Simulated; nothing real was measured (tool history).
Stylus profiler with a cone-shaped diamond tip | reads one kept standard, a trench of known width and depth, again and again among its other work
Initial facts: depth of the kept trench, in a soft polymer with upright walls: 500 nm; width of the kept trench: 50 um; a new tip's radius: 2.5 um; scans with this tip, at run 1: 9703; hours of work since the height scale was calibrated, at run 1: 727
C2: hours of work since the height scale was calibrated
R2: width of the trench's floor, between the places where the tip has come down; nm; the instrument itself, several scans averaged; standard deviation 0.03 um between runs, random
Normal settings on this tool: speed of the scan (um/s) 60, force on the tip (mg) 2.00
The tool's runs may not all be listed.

{"run": 1, "hour": 0.0, "speed of the scan (um/s)": 60, "force on the tip (mg)": 2.0, "scans with this tip": 9703, "C2": 727, "depth of the trench (nm)": 505.85, "R2": 46410}
{"run": 2, "hour": 19.1, "speed of the scan (um/s)": 60, "force on the tip (mg)": 2.0, "scans with this tip": 9862, "C2": 739, "depth of the trench (nm)": 505.71, "R2": 46420}
{"run": 3, "hour": 37.9, "speed of the scan (um/s)": 60, "force on the tip (mg)": 2.0, "scans with this tip": 10019, "C2": 751, "depth of the trench (nm)": 506.02, "R2": 46350}
{"run": 4, "hour": 63.2, "speed of the scan (um/s)": 60, "force on the tip (mg)": 2.0, "scans with this tip": 10230, "C2": 767, "depth of the trench (nm)": 505.61, "R2": 46390}
{"run": 5, "hour": 83.3, "speed of the scan (um/s)": 60, "force on the tip (mg)": 2.26, "scans with this tip": 10398, "C2": 780, "depth of the trench (nm)": 506.21, "R2": 46390}
{"run": 6, "hour": 109.9, "speed of the scan (um/s)": 60, "force on the tip (mg)": 4.92, "scans with this tip": 10620, "C2": 796, "depth of the trench (nm)": 509.56, "R2": 46450}
{"run": 7, "hour": 127.0, "speed of the scan (um/s)": 60, "force on the tip (mg)": 4.92, "scans with this tip": 10763, "C2": 807, "depth of the trench (nm)": 509.7, "R2": 46350}
{"run": 8, "hour": 146.7, "speed of the scan (um/s)": 60, "force on the tip (mg)": 4.92, "scans with this tip": 10927, "C2": 819, "depth of the trench (nm)": 509.37, "R2": 46360}
{"run": 9, "hour": 163.1, "speed of the scan (um/s)": 60, "force on the tip (mg)": 2.73, "scans with this tip": 11065, "C2": 830, "depth of the trench (nm)": 507.1, "R2": 46340}
{"run": 10, "hour": 179.1, "speed of the scan (um/s)": 60, "force on the tip (mg)": 2.73, "scans with this tip": 11198, "C2": 840, "depth of the trench (nm)": 507.08, "R2": 46350}
{"run": 11, "hour": 196.8, "speed of the scan (um/s)": 62, "force on the tip (mg)": 2.0, "scans with this tip": 11346, "C2": 851, "depth of the trench (nm)": 506.02, "R2": 46350}
{"run": 12, "hour": 212.3, "speed of the scan (um/s)": 62, "force on the tip (mg)": 2.0, "scans with this tip": 11476, "C2": 860, "depth of the trench (nm)": 505.85, "R2": 46330}
{"run": 13, "hour": 246.2, "speed of the scan (um/s)": 29, "force on the tip (mg)": 2.0, "scans with this tip": 11758, "C2": 882, "depth of the trench (nm)": 505.96, "R2": 46430}
{"run": 14, "hour": 269.8, "speed of the scan (um/s)": 29, "force on the tip (mg)": 2.0, "scans with this tip": 11956, "C2": 896, "depth of the trench (nm)": 506.16, "R2": 46430}
{"run": 15, "hour": 301.1, "speed of the scan (um/s)": 29, "force on the tip (mg)": 2.0, "scans with this tip": 12217, "C2": 916, "depth of the trench (nm)": 506.36, "R2": 46440}
{"run": 16, "hour": 331.2, "speed of the scan (um/s)": 29, "force on the tip (mg)": 2.0, "scans with this tip": 12468, "C2": 935, "depth of the trench (nm)": 506.44, "R2": 46360}
{"run": 17, "hour": 350.0, "speed of the scan (um/s)": 29, "force on the tip (mg)": 2.0, "scans with this tip": 12625, "C2": 947, "depth of the trench (nm)": 506.31, "R2": 46410}
{"hour": 353.1, "done": "height scale calibrated on a step standard"}
{"run": 18, "hour": 373.3, "speed of the scan (um/s)": 29, "force on the tip (mg)": 2.0, "scans with this tip": 12816, "C2": 13, "depth of the trench (nm)": 506.59, "R2": 46390}
{"run": 19, "hour": 400.6, "speed of the scan (um/s)": 29, "force on the tip (mg)": 2.0, "scans with this tip": 13043, "C2": 30, "depth of the trench (nm)": 506.67, "R2": 46320}
{"run": 20, "hour": 420.3, "speed of the scan (um/s)": 29, "force on the tip (mg)": 2.0, "scans with this tip": 13208, "C2": 42, "depth of the trench (nm)": 506.45, "R2": 46360}
{"run": 21, "hour": 444.9, "speed of the scan (um/s)": 60, "force on the tip (mg)": 2.0, "scans with this tip": 13413, "C2": 57, "depth of the trench (nm)": 506.9, "R2": 46260}
{"run": 22, "hour": 472.2, "speed of the scan (um/s)": 60, "force on the tip (mg)": 2.04, "scans with this tip": 13641, "C2": 75, "depth of the trench (nm)": 506.8, "R2": 46280}
{"hour": 488.4, "done": "height scale calibrated on a step standard, once more"}
{"run": 23, "hour": 501.2, "speed of the scan (um/s)": 60, "force on the tip (mg)": 2.04, "scans with this tip": 13880, "C2": 8, "depth of the trench (nm)": 504.41, "R2": 46210}
{"run": 24, "hour": 529.3, "speed of the scan (um/s)": 60, "force on the tip (mg)": 3.83, "scans with this tip": 14114, "C2": 26, "depth of the trench (nm)": 506.89, "R2": 46270}
{"run": 25, "hour": 552.1, "speed of the scan (um/s)": 60, "force on the tip (mg)": 3.83, "scans with this tip": 14305, "C2": 40, "depth of the trench (nm)": 506.66, "R2": 46280}
{"run": 26, "hour": 578.1, "speed of the scan (um/s)": 60, "force on the tip (mg)": 3.83, "scans with this tip": 14521, "C2": 56, "depth of the trench (nm)": 506.86, "R2": 46240}
{"run": 27, "hour": 604.6, "speed of the scan (um/s)": 60, "force on the tip (mg)": 3.83, "scans with this tip": 14743, "C2": 73, "depth of the trench (nm)": 506.89, "R2": 46170}
{"run": 28, "hour": 641.0, "speed of the scan (um/s)": 23, "force on the tip (mg)": 3.23, "scans with this tip": 15047, "C2": 96, "depth of the trench (nm)": 506.46, "R2": 46300}
{"run": 29, "hour": 666.8, "speed of the scan (um/s)": 102, "force on the tip (mg)": 3.03, "scans with this tip": 15262, "C2": 112, "depth of the trench (nm)": 505.98, "R2": 46050}
{"run": 30, "hour": 696.5, "speed of the scan (um/s)": 25, "force on the tip (mg)": 1.6, "scans with this tip": 15510, "C2": 130, "depth of the trench (nm)": 504.13, "R2": 46260}
{"run": 31, "hour": 719.5, "speed of the scan (um/s)": 16, "force on the tip (mg)": 3.46, "scans with this tip": 15702, "C2": 145, "depth of the trench (nm)": 506.69, "R2": 46290}
{"run": 32, "hour": 744.6, "speed of the scan (um/s)": 16, "force on the tip (mg)": 1.71, "scans with this tip": 15912, "C2": 160, "depth of the trench (nm)": 504.29, "R2": 46310}
{"run": 33, "hour": 774.7, "speed of the scan (um/s)": 16, "force on the tip (mg)": 1.71, "scans with this tip": 16163, "C2": 179, "depth of the trench (nm)": 504.27, "R2": 46230}
{"run": 34, "hour": 804.9, "speed of the scan (um/s)": 48, "force on the tip (mg)": 2.03, "scans with this tip": 16415, "C2": 198, "depth of the trench (nm)": 504.96, "R2": 46130}
{"run": 35, "hour": 831.4, "speed of the scan (um/s)": 37, "force on the tip (mg)": 4.89, "scans with this tip": 16636, "C2": 215, "depth of the trench (nm)": 508.55, "R2": 46190}
{"run": 36, "hour": 856.8, "speed of the scan (um/s)": 37, "force on the tip (mg)": 4.89, "scans with this tip": 16848, "C2": 231, "depth of the trench (nm)": 508.44, "R2": 46220}
{"run": 37, "hour": 874.7, "speed of the scan (um/s)": 75, "force on the tip (mg)": 3.82, "scans with this tip": 16998, "C2": 242, "depth of the trench (nm)": 507.07, "R2": 46110}
{"run": 38, "hour": 905.2, "speed of the scan (um/s)": 22, "force on the tip (mg)": 1.41, "scans with this tip": 17253, "C2": 261, "depth of the trench (nm)": 503.94, "R2": 46190}
{"run": 39, "hour": 928.3, "speed of the scan (um/s)": 22, "force on the tip (mg)": 1.41, "scans with this tip": 17446, "C2": 275, "depth of the trench (nm)": 504.16, "R2": 46190}
{"run": 40, "hour": 958.9, "speed of the scan (um/s)": 34, "force on the tip (mg)": 2.0, "scans with this tip": 17701, "C2": 295, "depth of the trench (nm)": 504.98, "R2": 46140}
{"run": 41, "hour": 979.1, "speed of the scan (um/s)": 34, "force on the tip (mg)": 2.0, "scans with this tip": 17870, "C2": 307, "depth of the trench (nm)": 504.94, "R2": 46120}
{"run": 42, "hour": 1000.9, "speed of the scan (um/s)": 62, "force on the tip (mg)": 1.86, "scans with this tip": 18052, "C2": 321, "depth of the trench (nm)": 504.89, "R2": 46070}
{"run": 43, "hour": 1030.8, "speed of the scan (um/s)": 62, "force on the tip (mg)": 1.86, "scans with this tip": 18301, "C2": 340, "depth of the trench (nm)": 504.92, "R2": 46050}
{"run": 44, "hour": 1059.3, "speed of the scan (um/s)": 62, "force on the tip (mg)": 0.91, "scans with this tip": 18539, "C2": 357, "depth of the trench (nm)": 503.58, "R2": 45980}
{"run": 45, "hour": 1095.1, "speed of the scan (um/s)": 196, "force on the tip (mg)": 1.25, "scans with this tip": 18838, "C2": 380, "depth of the trench (nm)": 504.17, "R2": 45550}
{"run": 46, "hour": 1118.0, "speed of the scan (um/s)": 196, "force on the tip (mg)": 1.25, "scans with this tip": 19029, "C2": 394, "depth of the trench (nm)": 504.18, "R2": 45550}
{"run": 47, "hour": 1140.6, "speed of the scan (um/s)": 196, "force on the tip (mg)": 1.25, "scans with this tip": 19218, "C2": 408, "depth of the trench (nm)": 504.26, "R2": 45570}

3 options for the next run, each taken on its own from the tool as it stands now. Forecast them:
{"run": "A", "hour": 1173.5, "speed of the scan (um/s)": 53, "force on the tip (mg)": 1.25, "scans with this tip": 19492, "C2": 429, "depth of the trench (nm)": "?", "R2": "?"}
{"run": "B", "hour": 1173.5, "speed of the scan (um/s)": 111, "force on the tip (mg)": 1.07, "scans with this tip": 19492, "C2": 429, "depth of the trench (nm)": "?", "R2": "?"}
{"run": "C", "hour": 1173.5, "speed of the scan (um/s)": 138, "force on the tip (mg)": 2.24, "scans with this tip": 19492, "C2": 429, "depth of the trench (nm)": "?", "R2": "?"}

run=A depth_of_the_trench_(nm)=504.49 R2=46000
run=B depth_of_the_trench_(nm)=504.08 R2=45700
run=C depth_of_the_trench_(nm)=505.66 R2=45880
With no hidden state in the tool, these same runs would have given:
run=A depth_of_the_trench_(nm)=503.27 R2=46830
run=B depth_of_the_trench_(nm)=502.87 R2=46540
run=C depth_of_the_trench_(nm)=504.44 R2=46710
